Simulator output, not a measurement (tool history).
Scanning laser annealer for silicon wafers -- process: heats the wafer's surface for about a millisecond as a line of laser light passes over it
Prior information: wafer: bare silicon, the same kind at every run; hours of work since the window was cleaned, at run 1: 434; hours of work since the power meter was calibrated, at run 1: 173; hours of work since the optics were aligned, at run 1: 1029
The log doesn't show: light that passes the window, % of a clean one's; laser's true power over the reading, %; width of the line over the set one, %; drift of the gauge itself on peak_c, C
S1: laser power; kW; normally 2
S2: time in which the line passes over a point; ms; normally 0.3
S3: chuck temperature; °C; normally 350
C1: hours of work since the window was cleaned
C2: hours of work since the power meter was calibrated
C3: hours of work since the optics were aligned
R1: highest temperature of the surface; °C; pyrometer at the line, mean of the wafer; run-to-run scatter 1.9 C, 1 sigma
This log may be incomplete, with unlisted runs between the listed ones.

{"run": 1, "hour": 0.0, "S1": 2, "S2": 0.3, "S3": 350, "C1": 434, "C2": 173, "C3": 1029, "R1": 1141}
{"run": 2, "hour": 4.4, "S1": 2, "S2": 0.3, "S3": 350, "C1": 438, "C2": 177, "C3": 1032, "R1": 1140}
{"run": 3, "hour": 11.5, "S1": 2, "S2": 0.3, "S3": 380, "C1": 444, "C2": 182, "C3": 1038, "R1": 1167}
{"run": 4, "hour": 21.1, "S1": 2, "S2": 0.3, "S3": 380, "C1": 451, "C2": 190, "C3": 1045, "R1": 1168}
{"run": 5, "hour": 27.2, "S1": 2, "S2": 0.3, "S3": 350, "C1": 456, "C2": 195, "C3": 1050, "R1": 1142}
{"run": 6, "hour": 33.4, "S1": 2, "S2": 0.3, "S3": 350, "C1": 461, "C2": 200, "C3": 1055, "R1": 1135}
{"run": 7, "hour": 42.3, "S1": 2, "S2": 0.3, "S3": 350, "C1": 468, "C2": 207, "C3": 1062, "R1": 1136}
{"run": 8, "hour": 52.1, "S1": 2, "S2": 0.3, "S3": 350, "C1": 476, "C2": 214, "C3": 1070, "R1": 1139}
{"run": 9, "hour": 56.9, "S1": 2, "S2": 0.25, "S3": 350, "C1": 479, "C2": 218, "C3": 1074, "R1": 1072}
{"hour": 66.6, "done": "optics aligned, line set to its width"}
{"run": 10, "hour": 72.2, "S1": 2, "S2": 0.25, "S3": 350, "C1": 488, "C2": 226, "C3": 4, "R1": 1076}
{"run": 11, "hour": 78.9, "S1": 2, "S2": 0.3, "S3": 350, "C1": 493, "C2": 232, "C3": 10, "R1": 1148}
{"run": 12, "hour": 88.9, "S1": 2, "S2": 0.3, "S3": 324, "C1": 501, "C2": 239, "C3": 18, "R1": 1120}
{"run": 13, "hour": 95.0, "S1": 2, "S2": 0.3, "S3": 324, "C1": 506, "C2": 244, "C3": 22, "R1": 1121}
{"run": 14, "hour": 104.2, "S1": 2, "S2": 0.3, "S3": 350, "C1": 513, "C2": 252, "C3": 30, "R1": 1145}
{"run": 15, "hour": 109.6, "S1": 2, "S2": 0.3, "S3": 350, "C1": 517, "C2": 256, "C3": 34, "R1": 1143}
{"run": 16, "hour": 117.1, "S1": 1.874, "S2": 0.3, "S3": 350, "C1": 523, "C2": 262, "C3": 40, "R1": 1083}
{"run": 17, "hour": 121.9, "S1": 1.874, "S2": 0.3, "S3": 350, "C1": 527, "C2": 266, "C3": 44, "R1": 1080}
{"run": 18, "hour": 128.7, "S1": 1.809, "S2": 0.3, "S3": 350, "C1": 532, "C2": 271, "C3": 49, "R1": 1049}
{"run": 19, "hour": 135.6, "S1": 1.874, "S2": 0.3, "S3": 350, "C1": 538, "C2": 276, "C3": 55, "R1": 1082}
{"run": 20, "hour": 142.9, "S1": 1.874, "S2": 0.3, "S3": 350, "C1": 544, "C2": 282, "C3": 60, "R1": 1084}
{"run": 21, "hour": 151.1, "S1": 2.013, "S2": 0.311, "S3": 344, "C1": 550, "C2": 289, "C3": 67, "R1": 1162}
{"run": 22, "hour": 158.3, "S1": 2.013, "S2": 0.311, "S3": 344, "C1": 556, "C2": 294, "C3": 73, "R1": 1165}
{"run": 23, "hour": 165.3, "S1": 2.013, "S2": 0.311, "S3": 344, "C1": 561, "C2": 300, "C3": 78, "R1": 1158}
{"run": 24, "hour": 170.4, "S1": 2.013, "S2": 0.345, "S3": 344, "C1": 565, "C2": 304, "C3": 82, "R1": 1203}
{"run": 25, "hour": 175.9, "S1": 2.013, "S2": 0.345, "S3": 344, "C1": 570, "C2": 308, "C3": 86, "R1": 1201}
{"run": 26, "hour": 184.1, "S1": 2, "S2": 0.216, "S3": 356, "C1": 576, "C2": 315, "C3": 93, "R1": 1031}
{"run": 27, "hour": 191.8, "S1": 2, "S2": 0.367, "S3": 354, "C1": 582, "C2": 321, "C3": 99, "R1": 1232}
{"run": 28, "hour": 200.7, "S1": 2, "S2": 0.367, "S3": 354, "C1": 589, "C2": 328, "C3": 106, "R1": 1230}
{"run": 29, "hour": 205.1, "S1": 1.892, "S2": 0.342, "S3": 340, "C1": 593, "C2": 331, "C3": 110, "R1": 1127}
{"run": 30, "hour": 214.8, "S1": 1.784, "S2": 0.241, "S3": 340, "C1": 600, "C2": 339, "C3": 117, "R1": 957}
{"run": 31, "hour": 225.1, "S1": 1.755, "S2": 0.285, "S3": 362, "C1": 609, "C2": 347, "C3": 125, "R1": 1021}
{"run": 32, "hour": 235.3, "S1": 2.006, "S2": 0.254, "S3": 362, "C1": 617, "C2": 355, "C3": 133, "R1": 1095}
{"run": 33, "hour": 244.0, "S1": 2.006, "S2": 0.254, "S3": 362, "C1": 624, "C2": 362, "C3": 140, "R1": 1094}
{"run": 34, "hour": 252.3, "S1": 1.923, "S2": 0.354, "S3": 348, "C1": 630, "C2": 369, "C3": 147, "R1": 1169}
{"run": 35, "hour": 259.2, "S1": 1.725, "S2": 0.345, "S3": 330, "C1": 636, "C2": 374, "C3": 152, "R1": 1031}
{"run": 36, "hour": 268.0, "S1": 2.161, "S2": 0.218, "S3": 319, "C1": 643, "C2": 381, "C3": 159, "R1": 1068}
{"run": 37, "hour": 277.6, "S1": 2.161, "S2": 0.218, "S3": 319, "C1": 650, "C2": 389, "C3": 167, "R1": 1071}
{"run": 38, "hour": 286.2, "S1": 2.055, "S2": 0.3, "S3": 342, "C1": 657, "C2": 396, "C3": 174, "R1": 1160}
{"run": 39, "hour": 296.5, "S1": 2, "S2": 0.3, "S3": 372, "C1": 665, "C2": 404, "C3": 182, "R1": 1168}
{"run": 40, "hour": 306.6, "S1": 2.134, "S2": 0.3, "S3": 372, "C1": 673, "C2": 412, "C3": 190, "R1": 1232}

3 ways to go on from here, each from the tool as it stands after run 40. What would each give?
{"run": "A", "hour": 315.7, "S1": 1.822, "S2": 0.249, "S3": 352, "C1": 680, "C2": 419, "C3": 197, "R1": "?"}
{"run": "B", "hour": 315.7, "S1": 2, "S2": 0.219, "S3": 350, "C1": 680, "C2": 419, "C3": 197, "R1": "?"}
{"run": "C", "hour": 315.7, "S1": 2.044, "S2": 0.315, "S3": 340, "C1": 680, "C2": 419, "C3": 197, "R1": "?"}

run=A R1=995
run=B R1=1030
run=C R1=1172
What these runs would have given with no unlogged condition in the tool:
run=A R1=1004
run=B R1=1040
run=C R1=1185
